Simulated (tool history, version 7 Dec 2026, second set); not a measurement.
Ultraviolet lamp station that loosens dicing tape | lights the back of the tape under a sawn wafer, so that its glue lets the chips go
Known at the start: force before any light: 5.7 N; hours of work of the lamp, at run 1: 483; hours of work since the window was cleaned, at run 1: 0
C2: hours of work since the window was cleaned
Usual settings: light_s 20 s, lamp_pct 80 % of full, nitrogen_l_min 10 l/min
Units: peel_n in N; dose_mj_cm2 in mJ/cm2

{"run": 1, "day": 0.0, "light_s": 20, "lamp_pct": 80, "nitrogen_l_min": 10, "hours of work of the lamp": 483, "C2": 0, "peel_n": 0.728, "dose_mj_cm2": 314}
{"run": 2, "day": 3.438, "light_s": 20, "lamp_pct": 80, "nitrogen_l_min": 10, "hours of work of the lamp": 520, "C2": 37, "peel_n": 0.728, "dose_mj_cm2": 313}
{"run": 3, "day": 7.058, "light_s": 20, "lamp_pct": 80, "nitrogen_l_min": 10, "hours of work of the lamp": 558, "C2": 75, "peel_n": 0.742, "dose_mj_cm2": 311}
{"run": 4, "day": 10.754, "light_s": 20, "lamp_pct": 80, "nitrogen_l_min": 10, "hours of work of the lamp": 598, "C2": 115, "peel_n": 0.762, "dose_mj_cm2": 311}
{"run": 5, "day": 13.325, "light_s": 20, "lamp_pct": 80, "nitrogen_l_min": 10, "hours of work of the lamp": 625, "C2": 142, "peel_n": 0.792, "dose_mj_cm2": 303}
{"run": 6, "day": 16.929, "light_s": 20, "lamp_pct": 80, "nitrogen_l_min": 10, "hours of work of the lamp": 663, "C2": 180, "peel_n": 0.803, "dose_mj_cm2": 292}
{"run": 7, "day": 19.775, "light_s": 20, "lamp_pct": 80, "nitrogen_l_min": 10, "hours of work of the lamp": 694, "C2": 211, "peel_n": 0.84, "dose_mj_cm2": 294}
{"run": 8, "day": 22.812, "light_s": 14, "lamp_pct": 80, "nitrogen_l_min": 10, "hours of work of the lamp": 726, "C2": 243, "peel_n": 1.468, "dose_mj_cm2": 200}
{"run": 9, "day": 26.921, "light_s": 14, "lamp_pct": 80, "nitrogen_l_min": 10, "hours of work of the lamp": 770, "C2": 287, "peel_n": 1.54, "dose_mj_cm2": 202}
{"run": 10, "day": 30.654, "light_s": 14, "lamp_pct": 80, "nitrogen_l_min": 10, "hours of work of the lamp": 810, "C2": 326, "peel_n": 1.521, "dose_mj_cm2": 197}
{"run": 11, "day": 34.717, "light_s": 12, "lamp_pct": 98, "nitrogen_l_min": 5, "hours of work of the lamp": 853, "C2": 370, "peel_n": 1.84, "dose_mj_cm2": 207}
{"run": 12, "day": 36.429, "light_s": 12, "lamp_pct": 98, "nitrogen_l_min": 5, "hours of work of the lamp": 871, "C2": 388, "peel_n": 1.9, "dose_mj_cm2": 201}
{"run": 13, "day": 38.229, "light_s": 12, "lamp_pct": 91, "nitrogen_l_min": 14, "hours of work of the lamp": 890, "C2": 407, "peel_n": 1.379, "dose_mj_cm2": 185}
{"run": 14, "day": 40.479, "light_s": 21, "lamp_pct": 91, "nitrogen_l_min": 14, "hours of work of the lamp": 914, "C2": 431, "peel_n": 0.575, "dose_mj_cm2": 323}
{"run": 15, "day": 42.246, "light_s": 17, "lamp_pct": 64, "nitrogen_l_min": 14, "hours of work of the lamp": 933, "C2": 450, "peel_n": 1.473, "dose_mj_cm2": 187}
{"run": 16, "day": 45.779, "light_s": 40, "lamp_pct": 70, "nitrogen_l_min": 10, "hours of work of the lamp": 971, "C2": 487, "peel_n": 0.367, "dose_mj_cm2": 462}
{"run": 17, "day": 47.942, "light_s": 40, "lamp_pct": 70, "nitrogen_l_min": 10, "hours of work of the lamp": 994, "C2": 511, "peel_n": 0.376, "dose_mj_cm2": 460}

4 ways to go on from here, each from the tool as it stands after run 17. What would each give?
{"day": 49.746, "done": "window cleaned of glue's vapour"}
{"run": "A", "day": 51.138, "light_s": 27, "lamp_pct": 91, "nitrogen_l_min": 3, "hours of work of the lamp": 1027, "C2": 15, "peel_n": "?", "dose_mj_cm2": "?"}
{"day": 49.746, "done": "window cleaned of glue's vapour"}
{"run": "B", "day": 51.138, "light_s": 14, "lamp_pct": 80, "nitrogen_l_min": 10, "hours of work of the lamp": 1027, "C2": 15, "peel_n": "?", "dose_mj_cm2": "?"}
{"day": 49.746, "done": "window cleaned of glue's vapour"}
{"run": "C", "day": 51.138, "light_s": 11, "lamp_pct": 74, "nitrogen_l_min": 10, "hours of work of the lamp": 1027, "C2": 15, "peel_n": "?", "dose_mj_cm2": "?"}
{"day": 49.746, "done": "window cleaned of glue's vapour"}
{"run": "D", "day": 51.138, "light_s": 20, "lamp_pct": 66, "nitrogen_l_min": 10, "hours of work of the lamp": 1027, "C2": 15, "peel_n": "?", "dose_mj_cm2": "?"}

run=A peel_n=0.938 dose_mj_cm2=416
run=B peel_n=1.605 dose_mj_cm2=192
run=C peel_n=2.156 dose_mj_cm2=138
run=D peel_n=1.266 dose_mj_cm2=227
Without the tool's hidden state the same runs would have given:
run=A peel_n=0.574 dose_mj_cm2=550
run=B peel_n=1.094 dose_mj_cm2=253
run=C peel_n=1.609 dose_mj_cm2=183
run=D peel_n=0.819 dose_mj_cm2=300
